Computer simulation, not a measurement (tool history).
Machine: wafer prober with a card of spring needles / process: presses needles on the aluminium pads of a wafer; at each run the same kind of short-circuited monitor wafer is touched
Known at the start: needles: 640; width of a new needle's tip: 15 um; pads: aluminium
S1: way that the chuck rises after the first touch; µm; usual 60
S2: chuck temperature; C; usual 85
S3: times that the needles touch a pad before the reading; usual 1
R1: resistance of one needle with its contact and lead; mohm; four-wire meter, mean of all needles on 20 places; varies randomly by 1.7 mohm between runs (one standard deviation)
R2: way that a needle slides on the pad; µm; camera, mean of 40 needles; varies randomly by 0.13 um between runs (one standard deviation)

run 1 hour=0 | S1=60 S2=85 S3=1 | R1=244 R2=12.25
-- hour=1.2 tips cleaned on abrasive film
-- hour=6.9 tips cleaned on abrasive film
-- hour=12.6 tips cleaned on abrasive film
-- hour=18.3 tips cleaned on abrasive film
-- hour=23.9 tips cleaned on abrasive film
-- hour=29.6 tips cleaned on abrasive film
run 2 hour=31.6 | S1=60 S2=85 S3=1 | R1=216 R2=12.18
-- hour=35 tips cleaned on abrasive film
-- hour=39.6 tips cleaned on abrasive film
-- hour=45.3 tips cleaned on abrasive film
-- hour=49.9 tips cleaned on abrasive film
-- hour=55.5 tips cleaned on abrasive film
-- hour=61.2 tips cleaned on abrasive film
-- hour=65.8 tips cleaned on abrasive film
-- hour=71.5 tips cleaned on abrasive film
-- hour=76.4 tips cleaned on abrasive film
run 3 hour=76.4 | S1=60 S2=85 S3=1 | R1=176 R2=12.03
-- hour=81 tips cleaned on abrasive film
-- hour=86.7 tips cleaned on abrasive film
-- hour=92.3 tips cleaned on abrasive film
-- hour=96.9 tips cleaned on abrasive film
-- hour=102.6 tips cleaned on abrasive film
-- hour=107.9 tips cleaned on abrasive film
run 4 hour=107.9 | S1=60 S2=85 S3=2 | R1=177 R2=11.86
-- hour=113.6 tips cleaned on abrasive film
-- hour=119.2 tips cleaned on abrasive film
-- hour=124.9 tips cleaned on abrasive film
-- hour=129.5 tips cleaned on abrasive film
-- hour=133.1 height of the first contact set anew
-- hour=135.5 tips cleaned on abrasive film
run 5 hour=137.9 | S1=60 S2=85 S3=3 | R1=194 R2=12.8
-- hour=140.2 tips cleaned on abrasive film
-- hour=144.8 tips cleaned on abrasive film
-- hour=150.4 tips cleaned on abrasive film
-- hour=155 tips cleaned on abrasive film
-- hour=160.7 tips cleaned on abrasive film
-- hour=166.4 tips cleaned on abrasive film
-- hour=172 tips cleaned on abrasive film
-- hour=176.6 tips cleaned on abrasive film
run 6 hour=177.8 | S1=60 S2=85 S3=3 | R1=185 R2=12.68
-- hour=181.2 tips cleaned on abrasive film
-- hour=185.8 tips cleaned on abrasive film
-- hour=191.5 tips cleaned on abrasive film
-- hour=196 tips cleaned on abrasive film
-- hour=200.6 tips cleaned on abrasive film
-- hour=206.3 tips cleaned on abrasive film
-- hour=210.8 tips cleaned on abrasive film
run 7 hour=214.2 | S1=60 S2=85 S3=1 | R1=257 R2=12.3
-- hour=215.5 tips cleaned on abrasive film
-- hour=220 tips cleaned on abrasive film
-- hour=225.7 tips cleaned on abrasive film
-- hour=230.3 tips cleaned on abrasive film
-- hour=234.8 tips cleaned on abrasive film
-- hour=240.5 tips cleaned on abrasive film
run 8 hour=244.3 | S1=60 S2=85 S3=2 | R1=231 R2=12.22
-- hour=245.5 tips cleaned on abrasive film
-- hour=251.2 tips cleaned on abrasive film
-- hour=256.9 tips cleaned on abrasive film
-- hour=261.4 tips cleaned on abrasive film
run 9 hour=263.7 | S1=60 S2=85 S3=1 | R1=227 R2=12.21
-- hour=267.1 tips cleaned on abrasive film
-- hour=272.8 tips cleaned on abrasive film
-- hour=277.4 tips cleaned on abrasive film
-- hour=283 tips cleaned on abrasive film
-- hour=287.6 tips cleaned on abrasive film
-- hour=293.3 tips cleaned on abrasive film
-- hour=299 tips cleaned on abrasive film
-- hour=304.6 tips cleaned on abrasive film
run 10 hour=305.4 | S1=60 S2=85 S3=1 | R1=207 R2=12.1
-- hour=310 tips cleaned on abrasive film
-- hour=314.6 tips cleaned on abrasive film
-- hour=320.2 tips cleaned on abrasive film
-- hour=325.9 tips cleaned on abrasive film
-- hour=331.6 tips cleaned on abrasive film
-- hour=336.2 tips cleaned on abrasive film
-- hour=340.7 tips cleaned on abrasive film
-- hour=346.3 tips cleaned on abrasive film
run 11 hour=346.3 | S1=60 S2=85 S3=1 | R1=183 R2=11.85
-- hour=350.9 tips cleaned on abrasive film
-- hour=352.3 height of the first contact set anew
-- hour=356.9 tips cleaned on abrasive film
-- hour=362.6 tips cleaned on abrasive film
run 12 hour=365.8 | S1=60 S2=85 S3=1 | R1=242 R2=12.78
-- hour=368.2 tips cleaned on abrasive film
-- hour=373.8 tips cleaned on abrasive film
-- hour=379.5 tips cleaned on abrasive film
-- hour=384.1 tips cleaned on abrasive film
run 13 hour=384.9 | S1=53 S2=77 S3=1 | R1=219 R2=11.03
-- hour=389.5 tips cleaned on abrasive film
-- hour=394.1 tips cleaned on abrasive film
-- hour=399.7 tips cleaned on abrasive film
run 14 hour=403.6 | S1=63 S2=32 S3=1 | R1=251 R2=13.08
-- hour=404.8 tips cleaned on abrasive film
-- hour=410.5 tips cleaned on abrasive film
-- hour=415 tips cleaned on abrasive film
-- hour=420.7 tips cleaned on abrasive film
-- hour=425.3 tips cleaned on abrasive film
-- hour=430.9 tips cleaned on abrasive film
run 15 hour=432.2 | S1=42 S2=45 S3=1 | R1=271 R2=8.63
-- hour=435.6 tips cleaned on abrasive film
-- hour=441.3 tips cleaned on abrasive film
-- hour=447 tips cleaned on abrasive film
-- hour=452.6 tips cleaned on abrasive film
-- hour=458.3 tips cleaned on abrasive film
-- hour=462.9 tips cleaned on abrasive film
run 16 hour=467.1 | S1=47 S2=39 S3=2 | R1=293 R2=9.52
-- hour=468.3 tips cleaned on abrasive film
-- hour=474 tips cleaned on abrasive film
-- hour=478.6 tips cleaned on abrasive film
-- hour=484.3 tips cleaned on abrasive film
-- hour=488.8 tips cleaned on abrasive film
-- hour=493.4 tips cleaned on abrasive film
-- hour=499.1 tips cleaned on abrasive film
run 17 hour=503.3 | S1=57 S2=66 S3=1 | R1=312 R2=11.27
-- hour=504.6 tips cleaned on abrasive film
-- hour=509.1 tips cleaned on abrasive film
-- hour=514.8 tips cleaned on abrasive film
-- hour=519.4 tips cleaned on abrasive film
-- hour=525 tips cleaned on abrasive film
-- hour=530.7 tips cleaned on abrasive film
run 18 hour=531.7 | S1=42 S2=66 S3=2 | R1=238 R2=8.05
-- hour=536.2 tips cleaned on abrasive film
-- hour=541.9 tips cleaned on abrasive film
-- hour=547.6 tips cleaned on abrasive film
run 19 hour=551.9 | S1=42 S2=52 S3=1 | R1=475 R2=8.06
-- hour=553.1 tips cleaned on abrasive film
-- hour=558.8 tips cleaned on abrasive film
-- hour=564.5 tips cleaned on abrasive film
-- hour=570.2 tips cleaned on abrasive film
-- hour=571.6 height of the first contact set anew
-- hour=575 tips cleaned on abrasive film
-- hour=580.7 tips cleaned on abrasive film
run 20 hour=581.3 | S1=42 S2=52 S3=1 | R1=237 R2=8.79
-- hour=585.9 tips cleaned on abrasive film
-- hour=591.5 tips cleaned on abrasive film
-- hour=596.1 tips cleaned on abrasive film
-- hour=601.8 tips cleaned on abrasive film
run 21 hour=606.2 | S1=79 S2=55 S3=1 | R1=232 R2=16.59
-- hour=607.4 tips cleaned on abrasive film
-- hour=613.1 tips cleaned on abrasive film
-- hour=617.7 tips cleaned on abrasive film
-- hour=623.4 tips cleaned on abrasive film
-- hour=629 tips cleaned on abrasive film
-- hour=634.7 tips cleaned on abrasive film
-- hour=639.6 tips cleaned on abrasive film
run 22 hour=639.6 | S1=60 S2=88 S3=1 | R1=191 R2=12.47

3 options for the next run, each taken on its own from the tool as it stands now. Forecast them:
-- hour=644.2 tips cleaned on abrasive film
-- hour=649.9 tips cleaned on abrasive film
-- hour=655.6 tips cleaned on abrasive film
-- hour=660.1 tips cleaned on abrasive film
-- hour=665.8 tips cleaned on abrasive film
run A hour=666.7 | S1=70 S2=73 S3=2 | R1=? R2=?
-- hour=644.2 tips cleaned on abrasive film
-- hour=649.9 tips cleaned on abrasive film
-- hour=655.6 tips cleaned on abrasive film
-- hour=660.1 tips cleaned on abrasive film
-- hour=665.8 tips cleaned on abrasive film
run B hour=666.7 | S1=58 S2=64 S3=2 | R1=? R2=?
-- hour=644.2 tips cleaned on abrasive film
-- hour=649.9 tips cleaned on abrasive film
-- hour=655.6 tips cleaned on abrasive film
-- hour=660.1 tips cleaned on abrasive film
-- hour=665.8 tips cleaned on abrasive film
run C hour=666.7 | S1=57 S2=87 S3=1 | R1=? R2=?

run=A R1=191 R2=14.37
run=B R1=206 R2=11.76
run=C R1=233 R2=11.9
Without the tool's unlogged condition, the same runs would have read:
run=A R1=164 R2=14.81
run=B R1=167 R2=12.21
run=C R1=173 R2=12.35
